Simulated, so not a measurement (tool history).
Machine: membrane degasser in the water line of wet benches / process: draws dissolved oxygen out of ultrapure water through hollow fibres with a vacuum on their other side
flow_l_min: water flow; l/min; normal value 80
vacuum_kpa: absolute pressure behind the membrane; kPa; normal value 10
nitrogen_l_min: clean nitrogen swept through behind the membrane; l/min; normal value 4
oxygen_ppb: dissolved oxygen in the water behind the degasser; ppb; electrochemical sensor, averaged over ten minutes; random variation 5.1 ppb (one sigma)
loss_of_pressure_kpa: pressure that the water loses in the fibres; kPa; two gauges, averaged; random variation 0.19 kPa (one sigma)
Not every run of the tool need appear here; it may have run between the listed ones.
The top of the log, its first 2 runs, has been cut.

run 3 hour=108.3 | flow_l_min=80 vacuum_kpa=10 nitrogen_l_min=4 | oxygen_ppb=509 loss_of_pressure_kpa=36.5
run 4 hour=172.3 | flow_l_min=80 vacuum_kpa=10 nitrogen_l_min=4 | oxygen_ppb=507.5 loss_of_pressure_kpa=36.32
run 5 hour=206.1 | flow_l_min=80 vacuum_kpa=10 nitrogen_l_min=4 | oxygen_ppb=514.6 loss_of_pressure_kpa=36.64
run 6 hour=244.5 | flow_l_min=80 vacuum_kpa=10 nitrogen_l_min=4 | oxygen_ppb=513.1 loss_of_pressure_kpa=36.5
run 7 hour=283.8 | flow_l_min=80 vacuum_kpa=10 nitrogen_l_min=4 | oxygen_ppb=506.4 loss_of_pressure_kpa=36.36
run 8 hour=348.4 | flow_l_min=80 vacuum_kpa=10 nitrogen_l_min=4 | oxygen_ppb=501.7 loss_of_pressure_kpa=36.92
run 9 hour=407.1 | flow_l_min=80 vacuum_kpa=10 nitrogen_l_min=4 | oxygen_ppb=506.1 loss_of_pressure_kpa=36.89
run 10 hour=477.6 | flow_l_min=80 vacuum_kpa=10 nitrogen_l_min=3.69 | oxygen_ppb=521.8 loss_of_pressure_kpa=36.84
run 11 hour=530.7 | flow_l_min=80 vacuum_kpa=10 nitrogen_l_min=3.69 | oxygen_ppb=524.9 loss_of_pressure_kpa=36.92
run 12 hour=607.5 | flow_l_min=80 vacuum_kpa=10 nitrogen_l_min=7 | oxygen_ppb=400.7 loss_of_pressure_kpa=36.99
run 13 hour=646.6 | flow_l_min=80 vacuum_kpa=10 nitrogen_l_min=4 | oxygen_ppb=510.7 loss_of_pressure_kpa=36.95
run 14 hour=721 | flow_l_min=80 vacuum_kpa=10 nitrogen_l_min=4 | oxygen_ppb=501 loss_of_pressure_kpa=37.25
run 15 hour=757.1 | flow_l_min=80 vacuum_kpa=10 nitrogen_l_min=4 | oxygen_ppb=516.2 loss_of_pressure_kpa=37.27
run 16 hour=818.1 | flow_l_min=80 vacuum_kpa=10 nitrogen_l_min=4 | oxygen_ppb=508.9 loss_of_pressure_kpa=36.97
run 17 hour=886.2 | flow_l_min=80 vacuum_kpa=10 nitrogen_l_min=4 | oxygen_ppb=505 loss_of_pressure_kpa=36.87
run 18 hour=924.5 | flow_l_min=80 vacuum_kpa=10 nitrogen_l_min=4 | oxygen_ppb=506.2 loss_of_pressure_kpa=37.28
run 19 hour=997.5 | flow_l_min=73 vacuum_kpa=10 nitrogen_l_min=4 | oxygen_ppb=458.7 loss_of_pressure_kpa=33.88
-- hour=1047.9 vacuum gauge calibrated
run 20 hour=1051.8 | flow_l_min=73 vacuum_kpa=12.1 nitrogen_l_min=3.86 | oxygen_ppb=540.2 loss_of_pressure_kpa=33.89

What will run 21 give?
run 21 hour=1084 | flow_l_min=73 vacuum_kpa=12.1 nitrogen_l_min=3.86 | oxygen_ppb=? loss_of_pressure_kpa=?

{"run 21": {"oxygen_ppb": 543, "loss_of_pressure_kpa": 34.23}}
Minus the tool's unlogged condition, the same run would have read oxygen_ppb 542.8 ppb, loss_of_pressure_kpa 33.51 kPa.
